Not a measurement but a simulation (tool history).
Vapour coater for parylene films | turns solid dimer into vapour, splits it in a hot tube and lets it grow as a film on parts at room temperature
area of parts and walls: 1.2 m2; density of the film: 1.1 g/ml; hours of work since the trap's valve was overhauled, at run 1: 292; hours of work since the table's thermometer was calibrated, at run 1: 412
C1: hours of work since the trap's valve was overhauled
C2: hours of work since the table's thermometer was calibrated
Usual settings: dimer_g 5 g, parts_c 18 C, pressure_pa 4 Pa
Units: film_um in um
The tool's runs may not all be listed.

Run 1, hour 0: usual settings; C1 292; C2 412. Result: film_um 1.74 um.
Run 2, hour 13.2: usual settings; C1 301; C2 420. Result: film_um 1.71 um.
Run 3, hour 30.9: usual settings but parts_c 17 C; C1 312; C2 432. Result: film_um 1.74 um.
Run 4, hour 48.8: usual settings but parts_c 17 C; C1 324; C2 444. Result: film_um 1.78 um.
Run 5, hour 69.2: usual settings; C1 338; C2 457. Result: film_um 1.68 um.
Run 6, hour 86: usual settings; C1 349; C2 469. Result: film_um 1.72 um.
Run 7, hour 100.9: usual settings; C1 359; C2 478. Result: film_um 1.66 um.
Run 8, hour 117.7: usual settings; C1 370; C2 490. Result: film_um 1.7 um.
Run 9, hour 133.6: usual settings; C1 380; C2 500. Result: film_um 1.68 um.
Run 10, hour 156.5: usual settings; C1 395; C2 515. Result: film_um 1.7 um.
Run 11, hour 167.6: usual settings but pressure_pa 2.33 Pa; C1 403; C2 523. Result: film_um 1.89 um.
Run 12, hour 184.2: usual settings but pressure_pa 2.33 Pa; C1 414; C2 534. Result: film_um 1.86 um.
Run 13, hour 199.3: usual settings but pressure_pa 2.33 Pa; C1 424; C2 544. Result: film_um 1.89 um.
Run 14, hour 215.9: usual settings but pressure_pa 2.33 Pa; C1 435; C2 555. Result: film_um 1.88 um.
Run 15, hour 239.1: usual settings but pressure_pa 2.33 Pa; C1 450; C2 570. Result: film_um 1.83 um.
Run 16, hour 259.9: usual settings but pressure_pa 2.33 Pa; C1 464; C2 584. Result: film_um 1.87 um.
Run 17, hour 273.8: usual settings but pressure_pa 2.33 Pa; C1 473; C2 593. Result: film_um 1.81 um.
Run 18, hour 286.8: usual settings but pressure_pa 2.33 Pa; C1 482; C2 601. Result: film_um 1.84 um.
Run 19, hour 296.8: usual settings; C1 488; C2 608. Result: film_um 1.68 um.
Run 20, hour 315.1: usual settings; C1 500; C2 620. Result: film_um 1.65 um.
At hour 321.2: trap's valve overhauled.
Run 21, hour 339.1: usual settings; C1 12; C2 633. Result: film_um 1.58 um.
Run 22, hour 351.5: usual settings; C1 20; C2 642. Result: film_um 1.62 um.
At hour 367.6: trap's valve overhauled, once more.
Run 23, hour 375.4: usual settings but dimer_g 7 g; C1 5; C2 655. Result: film_um 2.57 um.
Run 24, hour 389.7: usual settings but pressure_pa 2.24 Pa; C1 15; C2 664. Result: film_um 2.03 um.
Run 25, hour 408.8: usual settings but pressure_pa 2.24 Pa; C1 27; C2 677. Result: film_um 2.06 um.
Run 26, hour 422.2: usual settings but dimer_g 8 g, parts_c 12 C, pressure_pa 2.24 Pa; C1 36; C2 686. Result: film_um 4.13 um.
Run 27, hour 444.8: usual settings but parts_c 22 C, pressure_pa 3.53 Pa; C1 51; C2 701. Result: film_um 1.6 um.
Run 28, hour 458.4: usual settings but dimer_g 2 g, parts_c 22 C, pressure_pa 2.13 Pa; C1 60; C2 710. Result: film_um 0.69 um.
Run 29, hour 482.6: usual settings but dimer_g 8 g, parts_c 16 C, pressure_pa 11.94 Pa; C1 76; C2 726. Result: film_um 2.51 um.
Run 30, hour 504.9: usual settings but dimer_g 8 g, parts_c 16 C, pressure_pa 11.94 Pa; C1 91; C2 740. Result: film_um 2.49 um.
Run 31, hour 519.4: usual settings but dimer_g 8 g, parts_c 16 C, pressure_pa 11.94 Pa; C1 100; C2 750. Result: film_um 2.47 um.
Run 32, hour 533.2: usual settings but dimer_g 7 g, parts_c 15 C, pressure_pa 11.08 Pa; C1 110; C2 759. Result: film_um 2.3 um.
Run 33, hour 551.3: usual settings but dimer_g 4 g, parts_c 15 C, pressure_pa 11.08 Pa; C1 122; C2 771. Result: film_um 1.31 um.
Run 34, hour 566.2: usual settings but parts_c 29 C; C1 131; C2 781. Result: film_um 1.14 um.
Run 35, hour 590.2: usual settings but parts_c 14 C, pressure_pa 2.49 Pa; C1 147; C2 797. Result: film_um 2.26 um.
Run 36, hour 608.9: usual settings but dimer_g 2 g, parts_c 28 C, pressure_pa 2.49 Pa; C1 160; C2 809. Result: film_um 0.52 um.
Run 37, hour 620.6: usual settings but parts_c 13 C, pressure_pa 3.98 Pa; C1 167; C2 817. Result: film_um 2.17 um.
Run 38, hour 644.1: usual settings but parts_c 13 C, pressure_pa 3.98 Pa; C1 183; C2 833. Result: film_um 2.14 um.
Run 39, hour 656.7: usual settings but dimer_g 3 g, parts_c 28 C, pressure_pa 2.3 Pa; C1 191; C2 841. Result: film_um 0.79 um.
Run 40, hour 673.6: usual settings but dimer_g 3 g, pressure_pa 5.48 Pa; C1 202; C2 852. Result: film_um 0.98 um.
Run 41, hour 694.2: usual settings but dimer_g 6 g, parts_c 14 C; C1 216; C2 866. Result: film_um 2.44 um.
Run 42, hour 713.3: usual settings but dimer_g 6 g, parts_c 14 C; C1 229; C2 878. Result: film_um 2.45 um.
Run 43, hour 731.4: usual settings but dimer_g 6 g, parts_c 14 C; C1 241; C2 890. Result: film_um 2.47 um.
Run 44, hour 753.6: usual settings but dimer_g 6 g, parts_c 14 C; C1 255; C2 905. Result: film_um 2.4 um.
Run 45, hour 765: usual settings but dimer_g 3 g, parts_c 16 C; C1 263; C2 913. Result: film_um 1.14 um.
Run 46, hour 778.7: usual settings but dimer_g 8 g, parts_c 10 C, pressure_pa 2.95 Pa; C1 272; C2 922. Result: film_um 3.97 um.

4 ways to go on from here, each from the tool as it stands after run 46. What would each give?
Run A, hour 791.7: usual settings but parts_c 25 C, pressure_pa 9.8 Pa; C1 281; C2 930. Result: film_um ?.
Run B, hour 791.7: usual settings but dimer_g 2 g, parts_c 15 C; C1 281; C2 930. Result: film_um ?.
Run C, hour 791.7: usual settings but dimer_g 6 g; C1 281; C2 930. Result: film_um ?.
Run D, hour 791.7: usual settings but dimer_g 3 g, parts_c 27 C, pressure_pa 2.5 Pa; C1 281; C2 930. Result: film_um ?.

run  film_um
  A     1.11
  B      0.8
  C     2.07
  D     0.83
Without the tool's hidden state the same runs would have given:
run  film_um
  A     1.16
  B     0.84
  C     2.18
  D     0.87

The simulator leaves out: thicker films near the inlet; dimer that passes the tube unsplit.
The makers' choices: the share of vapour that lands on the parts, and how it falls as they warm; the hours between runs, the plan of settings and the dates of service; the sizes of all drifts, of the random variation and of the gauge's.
